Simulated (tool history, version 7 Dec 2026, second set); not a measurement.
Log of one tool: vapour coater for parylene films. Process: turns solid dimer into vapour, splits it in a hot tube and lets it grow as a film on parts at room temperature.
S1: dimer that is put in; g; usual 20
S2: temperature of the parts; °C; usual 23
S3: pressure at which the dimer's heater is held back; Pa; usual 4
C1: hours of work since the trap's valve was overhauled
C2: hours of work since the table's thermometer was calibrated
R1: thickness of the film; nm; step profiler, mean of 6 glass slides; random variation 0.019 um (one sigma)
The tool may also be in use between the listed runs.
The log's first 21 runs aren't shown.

run 22 hour=606.8 | S1=25 S2=17 S3=2.75 | C1=311 C2=1362 | R1=5210
run 23 hour=625.8 | S1=11 S2=23 S3=9.88 | C1=327 C2=1379 | R1=1770
run 24 hour=647.5 | S1=20 S2=17 S3=3.49 | C1=346 C2=1398 | R1=4020
run 25 hour=687.1 | S1=20 S2=17 S3=3.49 | C1=381 C2=1432 | R1=4030
run 26 hour=714.9 | S1=17 S2=27 S3=8.28 | C1=405 C2=1456 | R1=2610
run 27 hour=740.6 | S1=17 S2=27 S3=8.28 | C1=427 C2=1479 | R1=2560
run 28 hour=767.6 | S1=15 S2=18 S3=3.33 | C1=451 C2=1502 | R1=2930
run 29 hour=808.2 | S1=22 S2=18 S3=3.33 | C1=486 C2=1537 | R1=4260
run 30 hour=829.1 | S1=22 S2=18 S3=3.33 | C1=504 C2=1556 | R1=4250
-- hour=870.8 trap's valve overhauled
run 31 hour=870.8 | S1=22 S2=18 S3=3.33 | C1=0 C2=1588 | R1=4650
run 32 hour=899.8 | S1=22 S2=18 S3=9.01 | C1=25 C2=1614 | R1=4080
run 33 hour=934.2 | S1=11 S2=25 S3=5.44 | C1=55 C2=1644 | R1=1940
run 34 hour=968.8 | S1=11 S2=25 S3=5.44 | C1=85 C2=1674 | R1=1940
run 35 hour=997.6 | S1=11 S2=25 S3=5.44 | C1=110 C2=1699 | R1=1930
run 36 hour=1033 | S1=13 S2=23 S3=5.48 | C1=141 C2=1730 | R1=2330
run 37 hour=1063.7 | S1=30 S2=18 S3=3.73 | C1=168 C2=1756 | R1=6060
run 38 hour=1083.2 | S1=30 S2=16 S3=7.23 | C1=185 C2=1773 | R1=5750

4 ways to go on from here, each from the tool as it stands after run 38. What would each give?
run A hour=1117.7 | S1=8 S2=17 S3=2.74 | C1=215 C2=1803 | R1=?
run B hour=1117.7 | S1=8 S2=29 S3=2.41 | C1=215 C2=1803 | R1=?
run C hour=1117.7 | S1=19 S2=22 S3=11.82 | C1=215 C2=1803 | R1=?
run D hour=1117.7 | S1=20 S2=23 S3=9.12 | C1=215 C2=1803 | R1=?

run=A R1=1700
run=B R1=1450
run=C R1=3110
run=D R1=3340
Without the tool's hidden state the same runs would have given:
run=A R1=1740
run=B R1=1490
run=C R1=3190
run=D R1=3420
